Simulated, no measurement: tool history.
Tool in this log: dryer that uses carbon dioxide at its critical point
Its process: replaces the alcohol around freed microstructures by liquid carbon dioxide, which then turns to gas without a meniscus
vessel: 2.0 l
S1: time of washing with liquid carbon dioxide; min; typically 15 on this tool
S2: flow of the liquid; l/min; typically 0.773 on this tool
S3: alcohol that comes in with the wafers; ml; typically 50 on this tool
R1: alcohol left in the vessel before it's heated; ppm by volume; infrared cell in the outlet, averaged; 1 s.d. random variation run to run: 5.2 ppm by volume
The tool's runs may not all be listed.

{"run": 1, "hour": 0.0, "S1": 15, "S2": 0.773, "S3": 50, "R1": 137}
{"run": 2, "hour": 33.7, "S1": 15, "S2": 0.684, "S3": 50, "R1": 223}
{"run": 3, "hour": 88.3, "S1": 15, "S2": 0.539, "S3": 50, "R1": 646}
{"run": 4, "hour": 122.4, "S1": 15, "S2": 0.539, "S3": 50, "R1": 657}
{"hour": 132.1, "done": "inlet filter changed"}
{"run": 5, "hour": 151.7, "S1": 15, "S2": 0.539, "S3": 50, "R1": 474}
{"run": 6, "hour": 193.0, "S1": 15, "S2": 0.539, "S3": 50, "R1": 492}
{"run": 7, "hour": 232.6, "S1": 15, "S2": 0.539, "S3": 25, "R1": 276}
{"run": 8, "hour": 277.1, "S1": 15, "S2": 0.539, "S3": 25, "R1": 288}
{"run": 9, "hour": 328.2, "S1": 15, "S2": 0.539, "S3": 25, "R1": 299}
{"run": 10, "hour": 359.6, "S1": 15, "S2": 0.539, "S3": 25, "R1": 301}
{"run": 11, "hour": 389.3, "S1": 15, "S2": 0.539, "S3": 25, "R1": 317}
{"run": 12, "hour": 453.4, "S1": 15, "S2": 0.539, "S3": 25, "R1": 342}
{"run": 13, "hour": 505.6, "S1": 15, "S2": 0.773, "S3": 50, "R1": 181}
{"run": 14, "hour": 534.9, "S1": 15, "S2": 0.773, "S3": 50, "R1": 184}
{"hour": 554.0, "done": "inlet filter changed"}
{"run": 15, "hour": 566.3, "S1": 15, "S2": 0.773, "S3": 50, "R1": 129}
{"run": 16, "hour": 597.7, "S1": 15, "S2": 0.773, "S3": 50, "R1": 156}
{"run": 17, "hour": 630.2, "S1": 15, "S2": 0.638, "S3": 50, "R1": 298}
{"run": 18, "hour": 690.7, "S1": 15, "S2": 0.638, "S3": 50, "R1": 321}
{"run": 19, "hour": 721.6, "S1": 15, "S2": 0.773, "S3": 50, "R1": 176}
{"run": 20, "hour": 757.7, "S1": 15, "S2": 0.773, "S3": 71, "R1": 227}
{"run": 21, "hour": 806.6, "S1": 10, "S2": 0.773, "S3": 71, "R1": 1032}
{"run": 22, "hour": 865.3, "S1": 10, "S2": 0.773, "S3": 71, "R1": 1046}
{"run": 23, "hour": 917.9, "S1": 15, "S2": 0.773, "S3": 50, "R1": 217}
{"run": 24, "hour": 972.5, "S1": 11, "S2": 0.773, "S3": 50, "R1": 644}
{"hour": 977.6, "done": "inlet filter changed"}
{"run": 25, "hour": 1024.8, "S1": 15, "S2": 1.251, "S3": 34, "R1": 89}
{"run": 26, "hour": 1053.3, "S1": 15, "S2": 1.251, "S3": 34, "R1": 95}
{"run": 27, "hour": 1093.6, "S1": 16, "S2": 0.865, "S3": 58, "R1": 141}
{"run": 28, "hour": 1141.4, "S1": 23, "S2": 0.773, "S3": 30, "R1": 104}
{"run": 29, "hour": 1190.3, "S1": 23, "S2": 0.773, "S3": 30, "R1": 107}
{"run": 30, "hour": 1218.1, "S1": 23, "S2": 0.773, "S3": 30, "R1": 115}
{"run": 31, "hour": 1263.1, "S1": 23, "S2": 0.773, "S3": 32, "R1": 119}
{"run": 32, "hour": 1311.9, "S1": 23, "S2": 0.773, "S3": 32, "R1": 117}
{"run": 33, "hour": 1357.1, "S1": 18, "S2": 0.855, "S3": 21, "R1": 133}
{"hour": 1400.1, "done": "inlet filter changed"}
{"run": 34, "hour": 1402.6, "S1": 10, "S2": 0.738, "S3": 96, "R1": 1352}
{"run": 35, "hour": 1456.8, "S1": 9, "S2": 0.959, "S3": 54, "R1": 532}
{"run": 36, "hour": 1500.5, "S1": 10, "S2": 0.773, "S3": 50, "R1": 732}
{"run": 37, "hour": 1560.1, "S1": 10, "S2": 0.773, "S3": 50, "R1": 793}
{"run": 38, "hour": 1619.9, "S1": 14, "S2": 1.286, "S3": 50, "R1": 154}
{"run": 39, "hour": 1681.7, "S1": 14, "S2": 1.286, "S3": 50, "R1": 160}
{"run": 40, "hour": 1709.2, "S1": 14, "S2": 0.928, "S3": 50, "R1": 209}
{"run": 41, "hour": 1771.6, "S1": 15, "S2": 0.773, "S3": 88, "R1": 376}
{"run": 42, "hour": 1800.6, "S1": 11, "S2": 0.929, "S3": 77, "R1": 531}
{"hour": 1826.0, "done": "inlet filter changed"}
{"run": 43, "hour": 1862.8, "S1": 15, "S2": 1.105, "S3": 103, "R1": 186}
{"hour": 1924.3, "done": "purifier's bed changed"}
{"run": 44, "hour": 1928.3, "S1": 18, "S2": 1.28, "S3": 48, "R1": 2}
{"run": 45, "hour": 1977.4, "S1": 18, "S2": 0.589, "S3": 50, "R1": 166}
{"run": 46, "hour": 2033.9, "S1": 18, "S2": 0.739, "S3": 25, "R1": 38}

For some of the steps in R1 from one run to the next: how much would appear even if the tool had no hidden state, given the settings, what came in and random variation, and how much remains for the hidden state plus any gauge scatter that the measured result and the result without hidden state don't share?
Unlogged tool condition in this case: flow that reaches the vessel past the clogged filter, %; alcohol in the recycled carbon dioxide, ppm; drift of the gauge itself on alcohol_ppm, %.
Run 4 -> 5: inlet filter changed. R1 -183 ppm by volume: hidden state -182, all else -1.
Run 22 -> 23: S1 10 -> 15, S3 71 -> 50. R1 -829 ppm by volume: hidden state -169, all else -660.
Run 24 -> 25: S1 11 -> 15, S2 0.773 -> 1.251, S3 50 -> 34, inlet filter changed. R1 -555 ppm by volume: hidden state -174, all else -381.
Run 33 -> 34: S1 18 -> 10, S2 0.855 -> 0.738, S3 21 -> 96, inlet filter changed. R1 +1219 ppm by volume: hidden state +10, all else +1209.
Run 34 -> 35: S1 10 -> 9, S2 0.738 -> 0.959, S3 96 -> 54. R1 -820 ppm by volume: hidden state +15, all else -835.
